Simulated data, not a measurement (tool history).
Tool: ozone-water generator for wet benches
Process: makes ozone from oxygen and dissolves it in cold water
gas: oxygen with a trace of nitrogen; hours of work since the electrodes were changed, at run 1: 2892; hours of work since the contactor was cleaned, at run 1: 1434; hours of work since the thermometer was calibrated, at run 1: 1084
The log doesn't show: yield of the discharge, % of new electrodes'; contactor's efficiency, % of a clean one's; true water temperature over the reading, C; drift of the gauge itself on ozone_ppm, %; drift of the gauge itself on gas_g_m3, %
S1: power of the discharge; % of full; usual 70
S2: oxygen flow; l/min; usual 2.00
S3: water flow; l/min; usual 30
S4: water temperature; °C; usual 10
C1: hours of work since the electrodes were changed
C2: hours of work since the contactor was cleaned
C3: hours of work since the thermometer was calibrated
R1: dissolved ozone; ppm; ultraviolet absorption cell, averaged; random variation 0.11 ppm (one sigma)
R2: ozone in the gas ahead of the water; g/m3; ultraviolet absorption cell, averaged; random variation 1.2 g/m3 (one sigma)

run    hour  S1    S2  S3  S4    C1    C2    C3   R1     R2
  1     0.0  70  2.00  30  10  2892  1434  1084  7.0  193.5
  2    57.8  70  2.00  30  10  2933  1474  1124  6.9  193.2
  3   106.2  70  2.00  30  10  2967  1508  1159  7.0  195.1
  4   210.4  70  2.00  30  10  3041  1582  1232  7.1  193.5
  5   259.5  70  2.00  30  10  3075  1616  1266  7.0  194.6
  6   330.3  70  2.00  30  10  3125  1666  1316  7.0  196.1
  7   406.2  70  2.00  31  10  3178  1719  1370  6.7  194.5
  8   489.2  70  2.00  31  10  3237  1778  1428  6.7  194.1
  9   540.9  70  2.00  31  10  3273  1814  1464  6.9  191.6
 10   620.9  70  2.00  31  10  3329  1871  1521  6.7  193.4
 11   715.8  70  2.00  31  10  3396  1937  1588  6.6  193.1
 12   803.8  70  2.00  31  10  3458  1999  1649  6.7  190.8
 13   896.2  70  2.00  25  10  3523  2064  1715  8.2  189.7
 14   965.9  70  2.80  30  10  3572  2113  1764  7.9  168.2
 15  1027.9  70  2.80  30  10  3616  2157  1807  7.9  167.0
 16  1098.7  79  2.00  30  10  3666  2207  1857  7.5  209.6
 17  1197.1  79  2.00  30  10  3735  2276  1926  7.5  208.9
 18  1254.2  64  3.03  27   6  3775  2316  1966  8.7  151.7
 19  1351.7  64  3.03  27   6  3844  2385  2035  8.6  150.7
 20  1450.2  70  2.00  30   6  3913  2454  2104  7.0  189.4
 21  1516.4  70  2.00  30   6  3960  2501  2151  6.9  187.5
 22  1581.2  70  2.00  30  15  4005  2546  2197  6.6  188.4
 23  1672.8  86  1.86  32   6  4070  2611  2261  7.2  226.3
 24  1760.0  86  3.27  34   6  4131  2672  2322  8.5  177.5
 25  1860.9  86  3.27  34   6  4202  2743  2393  8.8  178.3
 26  1903.7  86  3.27  34   6  4232  2773  2424  8.6  179.1
 27  2005.1  70  2.00  30  13  4303  2845  2495  6.8  187.1

Forecast run 28:
 28  2102.6  70  1.13  30   6  4372  2913  2563   ?   ?

R1: 5.3 ppm
R2: 234.5 g/m3
Without the tool's hidden state the same run would have given R1 6.2 ppm, R2 263.2 g/m3.
